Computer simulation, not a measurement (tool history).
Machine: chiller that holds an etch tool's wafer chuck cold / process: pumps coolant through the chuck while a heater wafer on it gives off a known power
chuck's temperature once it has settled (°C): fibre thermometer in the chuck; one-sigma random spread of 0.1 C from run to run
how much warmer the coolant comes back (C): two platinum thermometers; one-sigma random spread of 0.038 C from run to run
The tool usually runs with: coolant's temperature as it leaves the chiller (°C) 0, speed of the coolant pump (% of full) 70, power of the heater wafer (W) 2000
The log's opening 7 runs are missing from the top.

run,hour,coolant's temperature as it leaves the chiller (°C),speed of the coolant pump (% of full),power of the heater wafer (W),hours since the coolant was changed and the channels were flushed,hours since the pump was overhauled,hours since the chiller's thermometer was calibrated,chuck's temperature once it has settled (°C),how much warmer the coolant comes back (C)
8,212.7,0,70,1196,694,1009,3187,17.9,4.73
9,238,0,70,1196,719,1034,3212,17.8,4.64
10,273,0,70,1196,754,1069,3247,17.8,4.66
11,302.2,0,70,1196,783,1099,3276,18,4.7
12,341.4,0,70,1196,822,1138,3316,18,4.72
13,374,0,95,2000,855,1170,3348,25.1,5.81
14,403.8,0,70,2000,885,1200,3378,29.7,7.8
15,420.5,0,70,2000,901,1217,3395,29.6,7.83
16,446.5,0,70,2000,927,1243,3421,29.7,7.84
17,474,-9,67,2092,955,1270,3448,22.9,8.61
18,492.1,-9,67,2092,973,1289,3466,23.1,8.56
19,510.5,0,90,1110,991,1307,3485,14.6,3.4
20,544.1,0,90,2838,1025,1341,3518,36.4,8.84
21,574.4,-2,90,2838,1055,1371,3549,34.5,8.79
22,596.6,2,96,2192,1077,1393,3571,29.4,6.38
23,624.1,2,96,2192,1105,1421,3598,29.4,6.38
24,647.3,-6,70,2253,1128,1444,3622,27.7,8.88
25,686.9,0,93,2000,1168,1483,3661,25.6,5.94
26,704.9,5,70,2000,1186,1501,3679,35.2,7.88
27,735.6,5,62,1327,1216,1532,3710,26.7,5.87
28,764.2,-1,72,2000,1245,1561,3738,28.8,7.75
29,794.1,1,70,1443,1275,1591,3768,23,5.7
30,826.6,-3,61,1037,1307,1623,3801,14.3,4.65
31,867.3,0,73,2000,1348,1664,3842,29.6,7.64

Consider 3 possible next runs. They are alternatives, not a sequence: every one starts from the tool as it was left by run 31. What does each give?
A,890.9,0,70,1017,1372,1687,3865,?,?
B,890.9,1,67,2238,1372,1687,3865,?,?
C,890.9,5,77,2667,1372,1687,3865,?,?

run,chuck's temperature once it has settled (°C),how much warmer the coolant comes back (C)
A,15.8,4.01
B,35.9,9.26
C,43.1,9.52
With the hidden condition removed and each run's random variation left untouched, the same runs would have given:
run,chuck's temperature once it has settled (°C),how much warmer the coolant comes back (C)
A,14.2,3.94
B,33,9.1
C,40,9.35
